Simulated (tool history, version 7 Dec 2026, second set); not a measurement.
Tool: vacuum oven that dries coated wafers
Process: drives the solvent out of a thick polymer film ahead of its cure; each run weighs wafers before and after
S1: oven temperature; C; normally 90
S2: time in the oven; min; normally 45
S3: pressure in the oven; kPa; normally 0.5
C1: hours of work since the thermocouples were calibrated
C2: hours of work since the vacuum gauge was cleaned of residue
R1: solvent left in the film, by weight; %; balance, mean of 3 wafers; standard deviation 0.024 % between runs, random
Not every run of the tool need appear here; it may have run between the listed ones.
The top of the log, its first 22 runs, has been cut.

run	hour	S1	S2	S3	C1	C2	R1
23	1461.4	90	60	1.807	96	924	1.48
24	1519.5	87	72	0.873	131	958	0.9
25	1561.6	82	81	0.873	155	983	1.33
26	1598.6	101	45	1.349	177	1004	0.66
27	1680	81	73	1.486	225	1052	2.29
# hour 1731: vacuum gauge cleaned of residue and calibrated
28	1762.1	103	33	0.5	272	18	0.26
29	1827.4	93	62	0.337	310	57	0.3
30	1900.6	88	54	0.5	353	100	0.86
31	1953.2	95	24	1.88	384	130	2.31
32	2016.4	96	41	0.3	421	167	0.4
33	2076.4	96	41	0.3	456	203	0.36

Below are 4 alternative next runs, each starting from the tool's condition after run 33. Predict each:
A	2131.9	90	37	1.118	489	235	?
B	2131.9	92	39	1.386	489	235	?
C	2131.9	96	41	0.656	489	235	?
D	2131.9	84	28	1.256	489	235	?

run	R1
A	1.77
B	1.48
C	0.55
D	4.8
Without the tool's hidden state the same runs would have given:
run	R1
A	1.78
B	1.49
C	0.55
D	4.81

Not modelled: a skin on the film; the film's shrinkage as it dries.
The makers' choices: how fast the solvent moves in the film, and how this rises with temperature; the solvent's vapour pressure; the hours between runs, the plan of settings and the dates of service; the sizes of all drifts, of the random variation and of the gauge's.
